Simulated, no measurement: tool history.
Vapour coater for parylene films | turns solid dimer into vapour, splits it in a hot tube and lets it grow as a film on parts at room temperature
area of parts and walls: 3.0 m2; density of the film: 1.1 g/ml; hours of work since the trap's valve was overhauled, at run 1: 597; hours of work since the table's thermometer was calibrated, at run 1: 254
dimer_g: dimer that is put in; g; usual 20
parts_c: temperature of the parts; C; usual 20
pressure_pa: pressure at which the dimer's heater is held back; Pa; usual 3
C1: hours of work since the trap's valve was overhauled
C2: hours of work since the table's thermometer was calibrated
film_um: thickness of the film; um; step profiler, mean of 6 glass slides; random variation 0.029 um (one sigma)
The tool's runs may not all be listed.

{"run": 1, "day": 0.0, "dimer_g": 20, "parts_c": 20, "pressure_pa": 3, "C1": 597, "C2": 254, "film_um": 3.99}
{"run": 2, "day": 1.546, "dimer_g": 20, "parts_c": 20, "pressure_pa": 3, "C1": 620, "C2": 277, "film_um": 3.91}
{"day": 2.258, "done": "trap's valve overhauled"}
{"run": 3, "day": 3.283, "dimer_g": 20, "parts_c": 20, "pressure_pa": 3, "C1": 15, "C2": 301, "film_um": 4.43}
{"run": 4, "day": 5.246, "dimer_g": 20, "parts_c": 20, "pressure_pa": 3, "C1": 45, "C2": 331, "film_um": 4.41}
{"run": 5, "day": 6.267, "dimer_g": 20, "parts_c": 20, "pressure_pa": 3, "C1": 60, "C2": 346, "film_um": 4.35}
{"run": 6, "day": 8.358, "dimer_g": 20, "parts_c": 20, "pressure_pa": 3, "C1": 92, "C2": 378, "film_um": 4.36}
{"run": 7, "day": 9.538, "dimer_g": 20, "parts_c": 20, "pressure_pa": 3, "C1": 110, "C2": 395, "film_um": 4.35}
{"run": 8, "day": 11.442, "dimer_g": 20, "parts_c": 20, "pressure_pa": 3, "C1": 138, "C2": 424, "film_um": 4.34}
{"run": 9, "day": 13.392, "dimer_g": 20, "parts_c": 20, "pressure_pa": 2.41, "C1": 168, "C2": 453, "film_um": 4.46}
{"run": 10, "day": 14.779, "dimer_g": 20, "parts_c": 20, "pressure_pa": 3, "C1": 188, "C2": 474, "film_um": 4.31}
{"run": 11, "day": 16.796, "dimer_g": 10, "parts_c": 20, "pressure_pa": 3, "C1": 219, "C2": 505, "film_um": 2.13}
{"run": 12, "day": 18.825, "dimer_g": 10, "parts_c": 20, "pressure_pa": 4.56, "C1": 249, "C2": 535, "film_um": 2.01}
{"run": 13, "day": 20.85, "dimer_g": 10, "parts_c": 17, "pressure_pa": 4.56, "C1": 280, "C2": 566, "film_um": 2.14}
{"run": 14, "day": 21.85, "dimer_g": 26, "parts_c": 14, "pressure_pa": 3, "C1": 295, "C2": 581, "film_um": 6.42}
{"run": 15, "day": 23.238, "dimer_g": 21, "parts_c": 28, "pressure_pa": 6.39, "C1": 316, "C2": 602, "film_um": 3.12}
{"run": 16, "day": 24.562, "dimer_g": 28, "parts_c": 28, "pressure_pa": 6.39, "C1": 336, "C2": 621, "film_um": 4.18}
{"run": 17, "day": 26.217, "dimer_g": 12, "parts_c": 21, "pressure_pa": 8.3, "C1": 361, "C2": 646, "film_um": 2.11}
{"run": 18, "day": 27.104, "dimer_g": 12, "parts_c": 21, "pressure_pa": 8.3, "C1": 374, "C2": 660, "film_um": 2.05}
{"run": 19, "day": 28.629, "dimer_g": 19, "parts_c": 21, "pressure_pa": 4.88, "C1": 397, "C2": 683, "film_um": 3.55}
{"run": 20, "day": 29.758, "dimer_g": 20, "parts_c": 15, "pressure_pa": 3.02, "C1": 414, "C2": 700, "film_um": 4.72}
{"run": 21, "day": 30.817, "dimer_g": 10, "parts_c": 20, "pressure_pa": 3, "C1": 430, "C2": 716, "film_um": 2}
{"run": 22, "day": 32.212, "dimer_g": 10, "parts_c": 20, "pressure_pa": 3, "C1": 451, "C2": 737, "film_um": 2}
{"run": 23, "day": 33.567, "dimer_g": 10, "parts_c": 29, "pressure_pa": 4.16, "C1": 471, "C2": 757, "film_um": 1.48}
{"run": 24, "day": 35.45, "dimer_g": 20, "parts_c": 22, "pressure_pa": 4.03, "C1": 500, "C2": 785, "film_um": 3.66}
{"run": 25, "day": 36.454, "dimer_g": 19, "parts_c": 22, "pressure_pa": 2.8, "C1": 515, "C2": 800, "film_um": 3.58}

The same runs without the tool's hidden state, with the same run-to-run variation:
The hidden state here: vapour lost through the trap's worn valve, %; true temperature of the parts over the reading, C; drift of the gauge itself on film_um, %.
run=1 film_um=4.49
run=2 film_um=4.43
run=3 film_um=4.51
run=4 film_um=4.51
run=5 film_um=4.46
run=6 film_um=4.5
run=7 film_um=4.51
run=8 film_um=4.53
run=9 film_um=4.69
run=10 film_um=4.55
run=11 film_um=2.26
run=12 film_um=2.15
run=13 film_um=2.31
run=14 film_um=6.93
run=15 film_um=3.39
run=16 film_um=4.55
run=17 film_um=2.31
run=18 film_um=2.25
run=19 film_um=3.92
run=20 film_um=5.23
run=21 film_um=2.22
run=22 film_um=2.24
run=23 film_um=1.66
run=24 film_um=4.14
run=25 film_um=4.07
